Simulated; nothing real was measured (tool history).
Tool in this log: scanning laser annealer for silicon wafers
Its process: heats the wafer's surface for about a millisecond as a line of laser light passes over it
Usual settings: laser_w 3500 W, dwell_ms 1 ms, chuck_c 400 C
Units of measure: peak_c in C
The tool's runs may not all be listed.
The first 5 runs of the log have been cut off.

run   hour  laser_w  dwell_ms  chuck_c  hours of work since the window was cleaned  hours of work since the power meter was calibrated  hours of work since the optics were aligned  peak_c
  6  142.8     3500      0.76      400                                          91                                                 495                                           91    1137
  7  176.5     2993         1      400                                         106                                                 509                                          106    1117
  8  202.8     2993         1      400                                         117                                                 521                                          117    1117
  9  227.2     2993         1      400                                         127                                                 531                                          127    1120
 10    267     2993         1      400                                         144                                                 548                                          144    1121
 11  290.4     2993         1      400                                         154                                                 558                                          154    1117
 12  327.7     3361         1      400                                         170                                                 573                                          170    1205
 13  345.3     3361      0.78      400                                         177                                                 581                                          177    1114
 14  381.2     3361      0.78      400                                         192                                                 596                                          192    1116
 15  401.2     3361      0.78      400                                         201                                                 605                                          201    1115
 16  437.9     3361      0.78      400                                         216                                                 620                                          216    1116
 17  471.1     3361      0.78      400                                         230                                                 634                                          230    1115
 18  500.2     3700         1      400                                         242                                                 646                                          242    1286
 19  530.9     3500         1      400                                         255                                                 659                                          255    1244
 20  566.7     3500         1      400                                         271                                                 674                                          271    1242
 21  586.5     3500         1      400                                         279                                                 683                                          279    1238
 22  625.1     3500         1      400                                         295                                                 699                                          295    1240
 23  653.8     3833      0.79      416                                         307                                                 711                                          307    1235
 24  680.9     3833      0.79      416                                         319                                                 723                                          319    1239
 25  720.3     3697      1.05      373                                         336                                                 739                                          336    1278
 26  752.1     3758      1.05      383                                         349                                                 753                                          349    1303
     757.5  -- window over the wafer cleaned
 27  790.6     3758      1.05      383                                          14                                                 768                                          364    1309
 28  825.4     3528      0.76      383                                          29                                                 783                                          379    1124
 29  847.3     3723      0.99      387                                          38                                                 792                                          388    1277
 30  881.7     3723      0.99      387                                          53                                                 807                                          403    1275

Run 31 is up next; what results do you expect?
 31   920     3723      0.99      387                                          69                                                 823                                          419       ?

Run 31 gave peak_c 1276 C.
With the hidden condition absent and the run-to-run variation left alone, this run would have shown peak_c 1276 C.

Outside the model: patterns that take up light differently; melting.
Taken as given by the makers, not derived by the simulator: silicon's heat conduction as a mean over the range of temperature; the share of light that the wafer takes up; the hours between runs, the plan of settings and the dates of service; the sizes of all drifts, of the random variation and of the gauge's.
